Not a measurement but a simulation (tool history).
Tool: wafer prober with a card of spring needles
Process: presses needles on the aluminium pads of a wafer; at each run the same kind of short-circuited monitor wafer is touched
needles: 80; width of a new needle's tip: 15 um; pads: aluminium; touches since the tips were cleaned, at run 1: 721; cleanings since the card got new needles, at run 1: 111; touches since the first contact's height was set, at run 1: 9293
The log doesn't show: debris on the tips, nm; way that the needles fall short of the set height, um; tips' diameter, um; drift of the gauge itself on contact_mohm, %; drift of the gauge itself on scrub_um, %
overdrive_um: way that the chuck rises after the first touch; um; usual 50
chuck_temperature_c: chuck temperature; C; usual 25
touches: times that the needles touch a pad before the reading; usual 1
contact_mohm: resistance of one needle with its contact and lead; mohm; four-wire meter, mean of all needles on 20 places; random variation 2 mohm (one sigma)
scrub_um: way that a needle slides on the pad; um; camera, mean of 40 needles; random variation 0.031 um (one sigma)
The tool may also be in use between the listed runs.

| run | hour | overdrive_um | chuck_temperature_c | touches | touches since the tips were cleaned | cleanings since the card got new needles | touches since the first contact's height was set | contact_mohm | scrub_um |
|---|---|---|---|---|---|---|---|---|---|
| 1 | 0 | 50 | 25 | 1 | 721 | 111 | 9293 | 221 | 9.79 |
|  | 10 | tips cleaned on abrasive film |
|  | 20 | tips cleaned on abrasive film |
|  | 32.5 | tips cleaned on abrasive film |
|  | 45 | tips cleaned on abrasive film |
|  | 55 | tips cleaned on abrasive film |
|  | 67.5 | tips cleaned on abrasive film |
| 2 | 69.5 | 50 | 25 | 1 | 676 | 117 | 33113 | 220 | 9.79 |
|  | 79.5 | tips cleaned on abrasive film |
|  | 92 | tips cleaned on abrasive film |
|  | 102 | tips cleaned on abrasive film |
|  | 112 | tips cleaned on abrasive film |
|  | 122.3 | tips cleaned on abrasive film |
| 3 | 122.3 | 50 | 25 | 1 | 0 | 122 | 51225 | 222 | 9.89 |
|  | 132.3 | tips cleaned on abrasive film |
|  | 142.3 | tips cleaned on abrasive film |
|  | 154.8 | tips cleaned on abrasive film |
|  | 167.3 | tips cleaned on abrasive film |
|  | 179.8 | tips cleaned on abrasive film |
| 4 | 185.1 | 50 | 25 | 1 | 1823 | 127 | 72766 | 222 | 9.85 |
|  | 190.1 | tips cleaned on abrasive film |
|  | 200.1 | tips cleaned on abrasive film |
|  | 210.2 | tips cleaned on abrasive film |
|  | 222.6 | tips cleaned on abrasive film |
|  | 235.1 | tips cleaned on abrasive film |
|  | 245.1 | tips cleaned on abrasive film |
| 5 | 246.3 | 50 | 25 | 1 | 414 | 133 | 93750 | 221 | 9.84 |
|  | 256.4 | tips cleaned on abrasive film |
|  | 266.4 | tips cleaned on abrasive film |
|  | 278.9 | tips cleaned on abrasive film |
|  | 284.1 | height of the first contact set anew |
|  | 291.6 | tips cleaned on abrasive film |
| 6 | 294.8 | 50 | 25 | 1 | 1096 | 137 | 3667 | 225 | 9.85 |
|  | 302.3 | tips cleaned on abrasive film |
|  | 312.4 | tips cleaned on abrasive film |
|  | 324.8 | tips cleaned on abrasive film |
|  | 337.3 | tips cleaned on abrasive film |
| 7 | 340.5 | 50 | 41 | 1 | 1083 | 141 | 19320 | 222 | 9.88 |
|  | 348 | tips cleaned on abrasive film |
|  | 358 | tips cleaned on abrasive film |
|  | 370.5 | tips cleaned on abrasive film |
|  | 382.3 | tips cleaned on abrasive film |
| 8 | 382.3 | 50 | 25 | 2 | 0 | 145 | 33652 | 221 | 9.93 |
|  | 394.8 | tips cleaned on abrasive film |
|  | 404.8 | tips cleaned on abrasive film |
|  | 417.3 | tips cleaned on abrasive film |
|  | 429.8 | tips cleaned on abrasive film |
| 9 | 433.4 | 50 | 25 | 1 | 1258 | 149 | 51195 | 219 | 9.84 |
|  | 440.9 | tips cleaned on abrasive film |
|  | 450.9 | tips cleaned on abrasive film |
|  | 461 | tips cleaned on abrasive film |
|  | 473.4 | tips cleaned on abrasive film |
| 10 | 473.7 | 50 | 25 | 1 | 103 | 153 | 65013 | 221 | 9.86 |
|  | 483.8 | tips cleaned on abrasive film |
|  | 493.8 | tips cleaned on abrasive film |
|  | 506.3 | tips cleaned on abrasive film |
|  | 518.7 | tips cleaned on abrasive film |
| 11 | 526.3 | 50 | 25 | 1 | 2616 | 157 | 83059 | 218 | 9.9 |
|  | 528.9 | tips cleaned on abrasive film |
|  | 538.9 | tips cleaned on abrasive film |
|  | 551.4 | tips cleaned on abrasive film |
|  | 561.4 | tips cleaned on abrasive film |
|  | 571.4 | tips cleaned on abrasive film |
|  | 583.9 | tips cleaned on abrasive film |
| 12 | 584.3 | 50 | 25 | 1 | 154 | 163 | 102928 | 221 | 9.9 |
|  | 594.4 | tips cleaned on abrasive film |
|  | 594.7 | height of the first contact set anew |
|  | 604.7 | tips cleaned on abrasive film |
|  | 617.2 | tips cleaned on abrasive film |
|  | 629.6 | tips cleaned on abrasive film |
| 13 | 638.3 | 50 | 25 | 1 | 3011 | 167 | 15011 | 220 | 9.89 |
|  | 640.9 | tips cleaned on abrasive film |
|  | 650.9 | tips cleaned on abrasive film |
|  | 660.9 | tips cleaned on abrasive film |
|  | 673.4 | tips cleaned on abrasive film |
| 14 | 682.1 | 50 | 35 | 1 | 2999 | 171 | 30009 | 224 | 9.89 |

The next listed run, before its measurement:
|  | 684.7 | tips cleaned on abrasive film |
|  | 697.2 | tips cleaned on abrasive film |
|  | 709.7 | tips cleaned on abrasive film |
|  | 722.1 | tips cleaned on abrasive film |
|  | 734.6 | tips cleaned on abrasive film |
| 15 | 739 | 50 | 35 | 1 | 1503 | 176 | 49511 | ? | ? |

{"run 15": {"contact_mohm": 225, "scrub_um": 9.9}}
Without the tool's hidden state the same run would have given contact_mohm 224 mohm, scrub_um 9.79 um.

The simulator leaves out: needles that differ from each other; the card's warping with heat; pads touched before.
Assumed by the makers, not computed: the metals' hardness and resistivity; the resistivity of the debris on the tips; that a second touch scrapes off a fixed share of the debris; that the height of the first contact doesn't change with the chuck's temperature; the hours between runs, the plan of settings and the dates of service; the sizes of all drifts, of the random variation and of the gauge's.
